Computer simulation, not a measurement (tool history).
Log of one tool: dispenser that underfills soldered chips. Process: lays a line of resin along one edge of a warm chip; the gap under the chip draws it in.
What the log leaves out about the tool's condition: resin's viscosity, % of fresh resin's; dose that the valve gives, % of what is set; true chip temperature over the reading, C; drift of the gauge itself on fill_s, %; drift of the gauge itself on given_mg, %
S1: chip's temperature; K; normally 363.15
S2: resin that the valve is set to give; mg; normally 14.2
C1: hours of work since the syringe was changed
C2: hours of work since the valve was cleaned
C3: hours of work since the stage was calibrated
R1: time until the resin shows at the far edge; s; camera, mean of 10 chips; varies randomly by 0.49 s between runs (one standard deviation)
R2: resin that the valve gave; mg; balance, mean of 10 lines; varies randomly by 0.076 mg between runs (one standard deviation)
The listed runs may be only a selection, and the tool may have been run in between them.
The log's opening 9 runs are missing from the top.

run  hour      S1    S2  C1  C2   C3    R1     R2
     32.9  -- new syringe of resin
 10  35.1  363.15  15.5   2  48  124    40  15.13
 11  37.3  363.15  15.5   3  50  125  44.2  15.06
 12  40.3  363.15  15.5   5  52  127  47.8  15.16
 13    45  363.15  15.5   9  55  131  55.4  14.98
 14    48  363.15  15.9  11  57  133  61.4  15.41
     48.6  -- new syringe of resin
 15  51.8  363.15  15.9   2  60  135  41.5  15.19
 16  56.4  363.15  14.2   6  63  139    50  13.67
 17  59.3  363.15  14.2   8  65  141  54.3  13.68
 18  61.4  363.15  14.2   9  67  142  58.3  13.59
 19  63.5  371.15  14.2  11  68  144  46.4  13.58
     64.1  -- new syringe of resin
 20  67.2  367.15  16.4   2  71  146  34.4  15.75
 21  71.9  373.15    16   6  74  150  31.9  15.36
 22  74.9  373.15    16   8  76  152  36.4   15.3
 23    79  375.15  14.2  11  79  155  39.4   13.6

Run 24 comes next. What will it give?
     79.7  -- new syringe of resin
 24  81.7  363.15  16.8   1  81  157   ?   ?

{"run 24": {"R1": 40.2, "R2": 15.96}}
Without the tool's hidden state the same run would have given R1 38.9 s, R2 16.77 mg.
